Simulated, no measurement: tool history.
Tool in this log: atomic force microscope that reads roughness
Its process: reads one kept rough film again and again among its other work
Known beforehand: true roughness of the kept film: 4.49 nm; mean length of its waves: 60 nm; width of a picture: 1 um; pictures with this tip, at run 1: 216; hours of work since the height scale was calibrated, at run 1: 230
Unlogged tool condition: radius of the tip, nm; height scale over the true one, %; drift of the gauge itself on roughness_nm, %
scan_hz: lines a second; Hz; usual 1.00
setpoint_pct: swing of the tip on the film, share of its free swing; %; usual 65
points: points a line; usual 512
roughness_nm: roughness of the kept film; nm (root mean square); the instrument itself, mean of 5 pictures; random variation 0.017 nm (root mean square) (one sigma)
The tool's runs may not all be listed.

| run | hour | scan_hz | setpoint_pct | points | pictures with this tip | hours of work since the height scale was calibrated | roughness_nm |
|---|---|---|---|---|---|---|---|
| 1 | 0.0 | 1.00 | 65 | 512 | 216 | 230 | 3.959 |
| 2 | 14.5 | 1.00 | 65 | 512 | 235 | 236 | 3.919 |
| 3 | 28.8 | 1.00 | 62 | 512 | 252 | 243 | 3.949 |
| 4 | 45.5 | 1.00 | 62 | 512 | 273 | 251 | 3.890 |
| 5 | 58.4 | 1.00 | 62 | 512 | 289 | 257 | 3.877 |
| 6 | 71.2 | 1.00 | 62 | 512 | 305 | 263 | 3.842 |
|  | 76.7 | new tip fitted |
| 7 | 82.4 | 1.00 | 62 | 512 | 7 | 267 | 4.198 |
| 8 | 96.9 | 1.00 | 62 | 512 | 25 | 274 | 4.169 |
| 9 | 112.2 | 1.00 | 62 | 512 | 44 | 281 | 4.166 |
| 10 | 126.1 | 1.21 | 62 | 512 | 61 | 288 | 4.134 |
| 11 | 141.1 | 1.21 | 65 | 512 | 80 | 295 | 4.094 |
| 12 | 155.9 | 1.21 | 65 | 512 | 99 | 301 | 4.050 |
| 13 | 172.6 | 1.21 | 65 | 283 | 119 | 309 | 4.045 |
| 14 | 183.9 | 0.82 | 65 | 283 | 134 | 314 | 4.033 |
| 15 | 191.0 | 0.82 | 65 | 283 | 142 | 318 | 4.037 |
| 16 | 204.0 | 0.82 | 76 | 283 | 159 | 324 | 3.994 |
| 17 | 220.7 | 1.00 | 56 | 512 | 180 | 331 | 4.018 |
| 18 | 232.1 | 1.00 | 56 | 512 | 194 | 337 | 3.994 |
| 19 | 246.5 | 1.00 | 56 | 512 | 212 | 343 | 3.969 |
| 20 | 259.8 | 1.00 | 56 | 512 | 228 | 350 | 3.958 |
| 21 | 268.8 | 1.00 | 56 | 512 | 240 | 354 | 3.938 |
| 22 | 278.3 | 1.00 | 65 | 512 | 252 | 358 | 3.928 |
| 23 | 286.0 | 1.00 | 65 | 512 | 261 | 362 | 3.882 |
| 24 | 295.8 | 1.26 | 65 | 512 | 273 | 366 | 3.884 |
| 25 | 311.2 | 1.77 | 65 | 475 | 293 | 373 | 3.829 |
| 26 | 324.1 | 1.00 | 84 | 512 | 309 | 379 | 3.735 |
|  | 328.1 | new tip fitted |
| 27 | 333.4 | 1.03 | 64 | 512 | 7 | 383 | 4.184 |
| 28 | 343.4 | 1.03 | 64 | 512 | 19 | 388 | 4.201 |
| 29 | 359.3 | 1.03 | 64 | 292 | 39 | 395 | 4.116 |
| 30 | 366.2 | 1.03 | 71 | 292 | 48 | 399 | 4.127 |
| 31 | 382.5 | 1.00 | 65 | 773 | 68 | 406 | 4.099 |
| 32 | 392.0 | 1.00 | 65 | 773 | 80 | 410 | 4.096 |
| 33 | 405.7 | 1.00 | 65 | 773 | 97 | 417 | 4.094 |
| 34 | 417.0 | 1.82 | 69 | 616 | 111 | 422 | 3.999 |
| 35 | 430.2 | 1.82 | 69 | 616 | 128 | 428 | 4.003 |
| 36 | 438.8 | 1.41 | 85 | 433 | 138 | 432 | 3.882 |
| 37 | 451.4 | 0.52 | 57 | 453 | 154 | 438 | 4.029 |
| 38 | 467.0 | 0.52 | 57 | 453 | 174 | 445 | 4.021 |
| 39 | 479.6 | 0.75 | 90 | 453 | 189 | 451 | 3.898 |
| 40 | 488.3 | 0.61 | 75 | 479 | 200 | 455 | 3.973 |
| 41 | 500.0 | 3.15 | 84 | 752 | 215 | 460 | 3.543 |
| 42 | 513.7 | 3.15 | 84 | 752 | 232 | 467 | 3.520 |
| 43 | 525.3 | 1.51 | 60 | 576 | 246 | 472 | 3.884 |
| 44 | 538.6 | 2.54 | 85 | 314 | 263 | 478 | 3.551 |
| 45 | 547.5 | 1.63 | 75 | 1004 | 274 | 482 | 3.784 |
| 46 | 563.7 | 3.63 | 65 | 974 | 294 | 490 | 3.724 |
|  | 578.0 | new tip fitted |
| 47 | 579.7 | 1.11 | 58 | 396 | 2 | 497 | 4.229 |
| 48 | 591.8 | 1.11 | 86 | 294 | 17 | 503 | 4.019 |

Below are 5 alternative next runs, each starting from the tool's condition after run 48. Predict each:
| A | 607.0 | 0.53 | 62 | 422 | 36 | 510 | ? |
| B | 607.0 | 1.53 | 65 | 512 | 36 | 510 | ? |
| C | 607.0 | 1.11 | 77 | 294 | 36 | 510 | ? |
| D | 607.0 | 2.90 | 65 | 705 | 36 | 510 | ? |
| E | 607.0 | 1.11 | 86 | 316 | 36 | 510 | ? |

| run | roughness_nm |
|---|---|
| A | 4.208 |
| B | 4.137 |
| C | 4.112 |
| D | 4.084 |
| E | 4.057 |
Take away the tool's hidden state, keep each run's random variation, and the runs would have read:
| run | roughness_nm |
|---|---|
| A | 4.250 |
| B | 4.178 |
| C | 4.153 |
| D | 4.124 |
| E | 4.097 |
